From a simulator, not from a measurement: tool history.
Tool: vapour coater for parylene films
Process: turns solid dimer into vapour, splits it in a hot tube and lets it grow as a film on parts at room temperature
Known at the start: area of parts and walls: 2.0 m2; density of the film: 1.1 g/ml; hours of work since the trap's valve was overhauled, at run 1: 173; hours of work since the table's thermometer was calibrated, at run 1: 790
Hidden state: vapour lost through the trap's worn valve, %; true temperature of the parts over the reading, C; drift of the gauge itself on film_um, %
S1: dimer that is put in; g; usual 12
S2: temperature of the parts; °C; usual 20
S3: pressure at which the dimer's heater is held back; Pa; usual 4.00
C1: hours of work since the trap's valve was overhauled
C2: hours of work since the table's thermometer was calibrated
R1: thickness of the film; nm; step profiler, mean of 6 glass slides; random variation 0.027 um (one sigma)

Run 1, hour 0.0: usual settings; C1 173; C2 790. Result: R1 3340 nm.
Run 2, hour 19.4: usual settings but S3 4.82 Pa; C1 183; C2 800. Result: R1 3270 nm.
Run 3, hour 53.7: usual settings; C1 201; C2 817. Result: R1 3400 nm.
Run 4, hour 88.1: usual settings; C1 219; C2 835. Result: R1 3340 nm.
Run 5, hour 121.3: usual settings; C1 236; C2 852. Result: R1 3350 nm.
Run 6, hour 139.6: usual settings; C1 246; C2 862. Result: R1 3330 nm.
Run 7, hour 160.0: usual settings but S3 8.20 Pa; C1 256; C2 872. Result: R1 2830 nm.
Run 8, hour 193.9: usual settings but S3 8.20 Pa; C1 274; C2 890. Result: R1 2800 nm.
Run 9, hour 220.1: usual settings but S1 8 g; C1 287; C2 903. Result: R1 2200 nm.
At hour 223.0: table's thermometer calibrated.
Run 10, hour 252.2: usual settings but S1 8 g; C1 303; C2 15. Result: R1 2180 nm.
Run 11, hour 277.3: usual settings but S1 8 g; C1 316; C2 28. Result: R1 2190 nm.
Run 12, hour 302.1: usual settings but S1 5 g, S2 14 °C, S3 8.49 Pa; C1 329; C2 41. Result: R1 1280 nm.
Run 13, hour 336.9: usual settings but S1 6 g, S2 14 °C, S3 11.52 Pa; C1 347; C2 59. Result: R1 1430 nm.
Run 14, hour 364.4: usual settings but S1 9 g, S2 26 °C, S3 11.87 Pa; C1 361; C2 73. Result: R1 1720 nm.
At hour 381.3: table's thermometer calibrated, once more.
Run 15, hour 384.6: usual settings but S1 9 g, S2 14 °C, S3 6.00 Pa; C1 371; C2 2. Result: R1 2420 nm.
Run 16, hour 413.5: usual settings but S1 9 g, S2 14 °C, S3 6.00 Pa; C1 386; C2 17. Result: R1 2430 nm.
Run 17, hour 445.9: usual settings but S1 9 g, S2 14 °C, S3 6.00 Pa; C1 403; C2 33. Result: R1 2380 nm.
Run 18, hour 481.9: usual settings but S1 9 g, S2 14 °C, S3 6.00 Pa; C1 421; C2 52. Result: R1 2340 nm.
Run 19, hour 507.4: usual settings but S1 9 g, S2 14 °C, S3 6.00 Pa; C1 435; C2 65. Result: R1 2340 nm.
Run 20, hour 542.5: usual settings but S1 14 g, S2 26 °C, S3 4.15 Pa; C1 453; C2 83. Result: R1 3300 nm.
Run 21, hour 570.3: usual settings but S1 14 g, S2 26 °C, S3 4.15 Pa; C1 467; C2 98. Result: R1 3290 nm.

4 ways to go on from here, each from the tool as it stands after run 21. What would each give?
Run A, hour 602.6: usual settings but S3 5.41 Pa; C1 484; C2 114. Result: R1 ?.
Run B, hour 602.6: usual settings but S1 7 g, S2 19 °C, S3 3.06 Pa; C1 484; C2 114. Result: R1 ?.
Run C, hour 602.6: usual settings but S1 14 g, S2 18 °C, S3 4.15 Pa; C1 484; C2 114. Result: R1 ?.
Run D, hour 602.6: usual settings but S1 15 g, S3 5.04 Pa; C1 484; C2 114. Result: R1 ?.

run    R1
  A  2920
  B  1950
  C  3660
  D  3680
Without the tool's hidden state the same runs would have given:
run    R1
  A  3340
  B  2230
  C  4180
  D  4210
